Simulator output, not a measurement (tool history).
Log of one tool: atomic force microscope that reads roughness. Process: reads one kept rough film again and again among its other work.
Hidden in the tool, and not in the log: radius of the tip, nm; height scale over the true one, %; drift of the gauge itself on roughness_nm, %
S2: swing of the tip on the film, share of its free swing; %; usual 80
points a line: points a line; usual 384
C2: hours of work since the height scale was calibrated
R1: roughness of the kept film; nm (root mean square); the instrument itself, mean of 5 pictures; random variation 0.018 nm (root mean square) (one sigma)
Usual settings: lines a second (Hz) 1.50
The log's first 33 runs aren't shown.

{"run": 34, "hour": 819.9, "lines a second (Hz)": 0.52, "S2": 56, "points a line": 314, "pictures with this tip": 194, "C2": 658, "R1": 4.301}
{"run": 35, "hour": 836.7, "lines a second (Hz)": 3.89, "S2": 60, "points a line": 648, "pictures with this tip": 217, "C2": 667, "R1": 4.219}
{"hour": 870.4, "done": "new tip fitted"}
{"run": 36, "hour": 871.2, "lines a second (Hz)": 1.26, "S2": 83, "points a line": 363, "pictures with this tip": 1, "C2": 685, "R1": 4.358}
{"run": 37, "hour": 890.3, "lines a second (Hz)": 1.26, "S2": 83, "points a line": 733, "pictures with this tip": 28, "C2": 695, "R1": 4.393}
{"run": 38, "hour": 922.9, "lines a second (Hz)": 2.21, "S2": 82, "points a line": 733, "pictures with this tip": 72, "C2": 712, "R1": 4.207}
{"run": 39, "hour": 937.4, "lines a second (Hz)": 0.95, "S2": 75, "points a line": 720, "pictures with this tip": 92, "C2": 719, "R1": 4.377}
{"run": 40, "hour": 951.6, "lines a second (Hz)": 0.95, "S2": 75, "points a line": 720, "pictures with this tip": 112, "C2": 727, "R1": 4.386}
{"run": 41, "hour": 980.4, "lines a second (Hz)": 1.32, "S2": 75, "points a line": 295, "pictures with this tip": 151, "C2": 742, "R1": 4.264}
{"run": 42, "hour": 999.7, "lines a second (Hz)": 1.5, "S2": 61, "points a line": 715, "pictures with this tip": 178, "C2": 752, "R1": 4.35}
{"run": 43, "hour": 1029.9, "lines a second (Hz)": 1.67, "S2": 63, "points a line": 351, "pictures with this tip": 220, "C2": 767, "R1": 4.295}
{"run": 44, "hour": 1054.5, "lines a second (Hz)": 0.52, "S2": 71, "points a line": 384, "pictures with this tip": 253, "C2": 780, "R1": 4.309}
{"hour": 1062.4, "done": "new tip fitted"}
{"run": 45, "hour": 1071.0, "lines a second (Hz)": 0.52, "S2": 71, "points a line": 384, "pictures with this tip": 11, "C2": 788, "R1": 4.502}
{"run": 46, "hour": 1094.0, "lines a second (Hz)": 1.34, "S2": 65, "points a line": 582, "pictures with this tip": 43, "C2": 800, "R1": 4.447}
{"run": 47, "hour": 1124.9, "lines a second (Hz)": 1.59, "S2": 60, "points a line": 566, "pictures with this tip": 86, "C2": 817, "R1": 4.4}
{"run": 48, "hour": 1156.6, "lines a second (Hz)": 0.59, "S2": 80, "points a line": 595, "pictures with this tip": 129, "C2": 833, "R1": 4.345}
{"run": 49, "hour": 1183.9, "lines a second (Hz)": 0.59, "S2": 80, "points a line": 595, "pictures with this tip": 167, "C2": 847, "R1": 4.31}
{"run": 50, "hour": 1202.1, "lines a second (Hz)": 0.59, "S2": 85, "points a line": 266, "pictures with this tip": 192, "C2": 857, "R1": 4.261}
{"run": 51, "hour": 1220.8, "lines a second (Hz)": 0.59, "S2": 85, "points a line": 266, "pictures with this tip": 218, "C2": 866, "R1": 4.238}
{"run": 52, "hour": 1243.3, "lines a second (Hz)": 2.76, "S2": 63, "points a line": 675, "pictures with this tip": 248, "C2": 878, "R1": 4.201}

5 ways to go on from here, each from the tool as it stands after run 52. What would each give?
{"hour": 1255.2, "done": "new tip fitted"}
{"run": "A", "hour": 1265.9, "lines a second (Hz)": 1.5, "S2": 66, "points a line": 384, "pictures with this tip": 15, "C2": 890, "R1": "?"}
{"hour": 1255.2, "done": "new tip fitted"}
{"run": "B", "hour": 1265.9, "lines a second (Hz)": 0.65, "S2": 59, "points a line": 606, "pictures with this tip": 15, "C2": 890, "R1": "?"}
{"hour": 1255.2, "done": "new tip fitted"}
{"run": "C", "hour": 1265.9, "lines a second (Hz)": 1.5, "S2": 80, "points a line": 478, "pictures with this tip": 15, "C2": 890, "R1": "?"}
{"hour": 1255.2, "done": "new tip fitted"}
{"run": "D", "hour": 1265.9, "lines a second (Hz)": 0.65, "S2": 80, "points a line": 805, "pictures with this tip": 15, "C2": 890, "R1": "?"}
{"hour": 1255.2, "done": "new tip fitted"}
{"run": "E", "hour": 1265.9, "lines a second (Hz)": 2.9, "S2": 63, "points a line": 485, "pictures with this tip": 15, "C2": 890, "R1": "?"}

run=A R1=4.460
run=B R1=4.528
run=C R1=4.361
run=D R1=4.490
run=E R1=4.397
Without the tool's hidden state the same runs would have given:
run=A R1=4.429
run=B R1=4.497
run=C R1=4.330
run=D R1=4.459
run=E R1=4.366
